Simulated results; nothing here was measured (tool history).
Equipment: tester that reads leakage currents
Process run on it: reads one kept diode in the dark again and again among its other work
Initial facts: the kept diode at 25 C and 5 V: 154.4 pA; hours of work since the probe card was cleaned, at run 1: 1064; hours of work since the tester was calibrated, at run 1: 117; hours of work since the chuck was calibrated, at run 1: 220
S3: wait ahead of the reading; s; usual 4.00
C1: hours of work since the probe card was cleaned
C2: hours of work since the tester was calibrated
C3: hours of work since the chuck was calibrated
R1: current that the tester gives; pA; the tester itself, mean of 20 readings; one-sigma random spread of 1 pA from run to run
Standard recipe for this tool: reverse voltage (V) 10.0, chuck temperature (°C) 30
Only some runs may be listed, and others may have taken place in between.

{"run": 1, "hour": 0.0, "reverse voltage (V)": 10.0, "chuck temperature (°C)": 30, "S3": 4.0, "C1": 1064, "C2": 117, "C3": 220, "R1": 343.2}
{"run": 2, "hour": 27.3, "reverse voltage (V)": 10.0, "chuck temperature (°C)": 30, "S3": 4.0, "C1": 1078, "C2": 130, "C3": 233, "R1": 344.39}
{"run": 3, "hour": 45.5, "reverse voltage (V)": 10.0, "chuck temperature (°C)": 30, "S3": 4.0, "C1": 1086, "C2": 139, "C3": 242, "R1": 341.99}
{"run": 4, "hour": 64.2, "reverse voltage (V)": 10.0, "chuck temperature (°C)": 30, "S3": 4.0, "C1": 1095, "C2": 148, "C3": 251, "R1": 345.53}
{"run": 5, "hour": 86.1, "reverse voltage (V)": 10.0, "chuck temperature (°C)": 30, "S3": 4.0, "C1": 1106, "C2": 159, "C3": 262, "R1": 344.78}
{"run": 6, "hour": 116.9, "reverse voltage (V)": 10.0, "chuck temperature (°C)": 30, "S3": 4.0, "C1": 1121, "C2": 174, "C3": 277, "R1": 345.86}
{"run": 7, "hour": 138.1, "reverse voltage (V)": 10.0, "chuck temperature (°C)": 30, "S3": 4.0, "C1": 1131, "C2": 184, "C3": 287, "R1": 345.2}
{"run": 8, "hour": 159.8, "reverse voltage (V)": 10.0, "chuck temperature (°C)": 30, "S3": 4.0, "C1": 1142, "C2": 195, "C3": 298, "R1": 344.34}
{"hour": 175.3, "done": "probe card cleaned and baked"}
{"run": 9, "hour": 186.9, "reverse voltage (V)": 10.0, "chuck temperature (°C)": 30, "S3": 4.0, "C1": 6, "C2": 206, "C3": 309, "R1": 343.86}
{"run": 10, "hour": 211.5, "reverse voltage (V)": 10.0, "chuck temperature (°C)": 30, "S3": 4.0, "C1": 18, "C2": 218, "C3": 321, "R1": 344.04}
{"run": 11, "hour": 235.1, "reverse voltage (V)": 10.0, "chuck temperature (°C)": 30, "S3": 4.0, "C1": 29, "C2": 230, "C3": 333, "R1": 345.6}
{"run": 12, "hour": 251.7, "reverse voltage (V)": 10.0, "chuck temperature (°C)": 30, "S3": 4.0, "C1": 37, "C2": 238, "C3": 341, "R1": 343.6}
{"run": 13, "hour": 269.3, "reverse voltage (V)": 10.0, "chuck temperature (°C)": 30, "S3": 4.0, "C1": 46, "C2": 246, "C3": 349, "R1": 343.9}
{"run": 14, "hour": 293.0, "reverse voltage (V)": 10.0, "chuck temperature (°C)": 30, "S3": 4.0, "C1": 57, "C2": 258, "C3": 361, "R1": 344.9}
{"run": 15, "hour": 312.1, "reverse voltage (V)": 10.0, "chuck temperature (°C)": 30, "S3": 4.0, "C1": 66, "C2": 267, "C3": 370, "R1": 345.74}
{"run": 16, "hour": 337.1, "reverse voltage (V)": 10.0, "chuck temperature (°C)": 30, "S3": 4.0, "C1": 78, "C2": 279, "C3": 382, "R1": 344.88}
{"run": 17, "hour": 367.2, "reverse voltage (V)": 10.0, "chuck temperature (°C)": 30, "S3": 4.0, "C1": 93, "C2": 294, "C3": 397, "R1": 342.28}
{"run": 18, "hour": 380.9, "reverse voltage (V)": 10.0, "chuck temperature (°C)": 30, "S3": 1.02, "C1": 100, "C2": 300, "C3": 403, "R1": 345.88}
{"run": 19, "hour": 403.0, "reverse voltage (V)": 10.0, "chuck temperature (°C)": 30, "S3": 1.02, "C1": 110, "C2": 311, "C3": 414, "R1": 345.74}
{"run": 20, "hour": 433.9, "reverse voltage (V)": 10.0, "chuck temperature (°C)": 30, "S3": 1.02, "C1": 125, "C2": 326, "C3": 429, "R1": 343.83}
{"run": 21, "hour": 450.4, "reverse voltage (V)": 10.3, "chuck temperature (°C)": 52, "S3": 8.58, "C1": 133, "C2": 334, "C3": 437, "R1": 2096.98}
{"run": 22, "hour": 463.7, "reverse voltage (V)": 10.0, "chuck temperature (°C)": 47, "S3": 5.18, "C1": 140, "C2": 341, "C3": 444, "R1": 1404.57}
{"run": 23, "hour": 495.1, "reverse voltage (V)": 13.2, "chuck temperature (°C)": 47, "S3": 5.18, "C1": 155, "C2": 356, "C3": 459, "R1": 1618.48}
{"run": 24, "hour": 512.4, "reverse voltage (V)": 10.0, "chuck temperature (°C)": 29, "S3": 4.0, "C1": 163, "C2": 364, "C3": 467, "R1": 315.63}
{"run": 25, "hour": 531.8, "reverse voltage (V)": 2.7, "chuck temperature (°C)": 41, "S3": 2.27, "C1": 173, "C2": 374, "C3": 477, "R1": 441.98}
{"run": 26, "hour": 553.8, "reverse voltage (V)": 2.7, "chuck temperature (°C)": 55, "S3": 8.73, "C1": 184, "C2": 384, "C3": 487, "R1": 1313.72}
{"run": 27, "hour": 570.0, "reverse voltage (V)": 10.0, "chuck temperature (°C)": 30, "S3": 3.28, "C1": 191, "C2": 392, "C3": 495, "R1": 344.23}
{"run": 28, "hour": 594.8, "reverse voltage (V)": 3.8, "chuck temperature (°C)": 44, "S3": 2.5, "C1": 203, "C2": 404, "C3": 507, "R1": 670.0}
{"run": 29, "hour": 625.9, "reverse voltage (V)": 3.2, "chuck temperature (°C)": 40, "S3": 1.71, "C1": 219, "C2": 419, "C3": 522, "R1": 443.0}
{"run": 30, "hour": 642.3, "reverse voltage (V)": 3.2, "chuck temperature (°C)": 40, "S3": 1.71, "C1": 226, "C2": 427, "C3": 530, "R1": 443.09}
{"run": 31, "hour": 670.2, "reverse voltage (V)": 3.2, "chuck temperature (°C)": 40, "S3": 3.31, "C1": 240, "C2": 441, "C3": 544, "R1": 443.59}
{"run": 32, "hour": 697.6, "reverse voltage (V)": 2.4, "chuck temperature (°C)": 40, "S3": 3.31, "C1": 253, "C2": 454, "C3": 557, "R1": 387.11}
{"run": 33, "hour": 717.8, "reverse voltage (V)": 2.4, "chuck temperature (°C)": 40, "S3": 3.31, "C1": 263, "C2": 464, "C3": 567, "R1": 385.32}
{"run": 34, "hour": 737.8, "reverse voltage (V)": 7.7, "chuck temperature (°C)": 31, "S3": 0.65, "C1": 273, "C2": 474, "C3": 576, "R1": 328.82}
{"run": 35, "hour": 759.5, "reverse voltage (V)": 6.6, "chuck temperature (°C)": 53, "S3": 7.84, "C1": 283, "C2": 484, "C3": 587, "R1": 1804.69}
{"run": 36, "hour": 776.1, "reverse voltage (V)": 3.4, "chuck temperature (°C)": 53, "S3": 3.67, "C1": 291, "C2": 492, "C3": 595, "R1": 1277.45}
{"hour": 794.4, "done": "chuck's temperature calibrated"}
{"run": 37, "hour": 804.1, "reverse voltage (V)": 3.4, "chuck temperature (°C)": 53, "S3": 3.67, "C1": 304, "C2": 505, "C3": 5, "R1": 1267.36}
{"run": 38, "hour": 819.3, "reverse voltage (V)": 3.4, "chuck temperature (°C)": 59, "S3": 4.85, "C1": 311, "C2": 512, "C3": 12, "R1": 1979.06}
{"run": 39, "hour": 836.4, "reverse voltage (V)": 3.4, "chuck temperature (°C)": 59, "S3": 1.79, "C1": 320, "C2": 520, "C3": 20, "R1": 1989.34}

Across each entry between runs, compare the hidden state at the last listed run before it with the hidden state at the first listed run after it:
Run 8 -> run 9: probe card cleaned and baked (hour 175.3)
  stray current of the dirty probe card, pA a volt: 0.034 -> 0.02
  measured value less the no-hidden-state value, R1: +0.36 -> +0.24 pA
Run 36 -> run 37: chuck's temperature calibrated (hour 794.4)
  true chuck temperature over the reading, C: 0.01 -> 0
  measured value less the no-hidden-state value, R1: +1.45 -> -0.03 pA
